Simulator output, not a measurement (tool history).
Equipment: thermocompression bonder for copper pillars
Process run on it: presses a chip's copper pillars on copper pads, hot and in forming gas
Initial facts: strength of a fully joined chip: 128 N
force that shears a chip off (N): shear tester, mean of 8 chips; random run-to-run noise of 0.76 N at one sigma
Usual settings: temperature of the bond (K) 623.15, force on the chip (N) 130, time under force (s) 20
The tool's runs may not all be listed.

run,hour,temperature of the bond (K),force on the chip (N),time under force (s),force that shears a chip off (N)
1,0.0,623.15,130,20,80.0
2,57.2,629.15,130,20,84.2
3,99.3,629.15,130,20,83.7
4,143.2,629.15,82,20,58.1
5,190.2,629.15,82,20,57.9
6,244.9,629.15,82,51,79.0
7,275.3,645.15,130,20,91.6
8,321.4,644.15,130,20,90.6
9,353.0,623.15,119,20,75.6
10,392.1,623.15,119,20,74.5
# hour 410.5: forming gas filter changed
11,425.1,623.15,119,20,75.8
12,484.3,623.15,130,54,102.8
13,520.8,623.15,130,54,103.2
14,569.7,623.15,130,54,104.0
15,615.1,623.15,130,54,102.2
16,643.6,623.15,130,54,102.7
17,671.9,623.15,130,54,102.7
18,724.0,618.15,87,21,57.0
19,755.6,604.15,130,51,92.3

For run 20, what comes out?
20,780.7,638.15,149,11,?

{"run 20": {"force that shears a chip off (N)": 80.4}}
Had the tool carried no hidden state, the very same run would have given force that shears a chip off (N) 80.8.
